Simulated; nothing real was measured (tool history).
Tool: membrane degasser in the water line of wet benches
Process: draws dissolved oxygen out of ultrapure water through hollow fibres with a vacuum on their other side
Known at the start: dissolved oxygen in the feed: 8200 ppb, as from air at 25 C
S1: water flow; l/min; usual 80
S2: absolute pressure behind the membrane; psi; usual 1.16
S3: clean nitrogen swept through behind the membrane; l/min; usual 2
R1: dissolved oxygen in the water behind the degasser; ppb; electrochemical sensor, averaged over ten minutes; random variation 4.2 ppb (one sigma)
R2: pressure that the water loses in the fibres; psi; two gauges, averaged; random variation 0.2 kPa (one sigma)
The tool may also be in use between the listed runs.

run     day   S1     S2    S3      R1     R2
  1       0   80   1.16     2   425.5  6.209
  2   1.062   80   1.16     2   427.6  6.184
  3   2.433   80   1.16     2   425.6  6.263
  4   3.529   80   1.16     2   425.5  6.238
  5   4.667   80  2.144     2   900.3  6.231
  6   6.362   80  2.144     2   890.8  6.234
  7       8   57   1.16     2   303.9  4.403
  8  10.146   63   1.16     2   333.9  4.863
  9  11.108   63   1.16     2   331.6  4.869
 10  12.538   63   1.16     2   332.2  4.867
 11  14.608   80   1.16     2   432.6  6.254
 12  16.725   80   1.16     2   433.6  6.209
 13  18.121   80   1.16     2   424.2  6.237
     18.233  -- vacuum gauge calibrated
 14  20.288   80   1.16     2   432.6  6.244
 15  21.512   80   1.16     2   426.6  6.238
 16  23.017   80   1.16     2   425.1  6.211
 17  24.633   80   1.16     2     432  6.208
 18   25.65   80   1.16     2   429.2  6.222
     26.154  -- vacuum gauge calibrated, once more
 19  27.529   80   1.16  3.49   282.4  6.211
 20  28.592   80   1.16  3.49   284.6  6.271
 21  30.238   58  1.672  1.94   513.8  4.567
 22  31.962   76  1.729  0.95  1097.8  5.968
 23  33.192   76  1.729  3.74   420.1  5.936
 24  35.225   76  1.729  3.74     418  5.952
 25  36.479   50  1.613  3.58   257.7  3.907
 26   37.85   50  1.613  3.58     250  3.907
 27  39.192  123  2.104  1.58  1433.2  9.622
 28  40.362  123  0.883  4.52   345.8   9.68
 29  41.788  126  2.035  0.86  1928.8  9.851
 30  43.558   80  1.015     2     347  6.316
 31  45.596   53   2.19     2   644.3  4.145
 32  46.938   53  2.448  1.73   804.3  4.105

Measured less the same run without the tool's hidden state. The same run-to-run variation is in both; the gauge's scatter may not be:
The hidden state here: membrane still open, %; true pressure behind the membrane over the reading, kPa; air that leaks in behind the membrane, l/min; drift of the gauge itself on oxygen_ppb, %; drift of the gauge itself on loss_of_pressure_kpa, %.
run     R1      R2
  1   +8.9  +0.054
  2   +9.1  +0.054
  3   +9.2  +0.055
  4   +9.3  +0.057
  5   +8.8  +0.059
  6     +9  +0.061
  7   +7.1  +0.044
  8     +8  +0.052
  9     +8  +0.051
 10   +8.1  +0.052
 11    +11  +0.071
 12  +11.3  +0.073
 13  +11.2  +0.074
 14  +12.6  +0.077
 15  +12.6   +0.08
 16  +12.8  +0.081
 17  +13.2  +0.083
 18  +13.2  +0.084
 19   +3.9  +0.084
 20     +4  +0.087
 21   +2.4  +0.064
 22   +1.3  +0.087
 23   +4.2  +0.088
 24   +4.5   +0.09
 25   +2.2  +0.061
 26   +2.2  +0.062
 27   +8.5  +0.154
 28    +12  +0.157
 29   +5.7  +0.164
 30   +5.9  +0.106
 31   +3.8  +0.071
 32     +4  +0.073
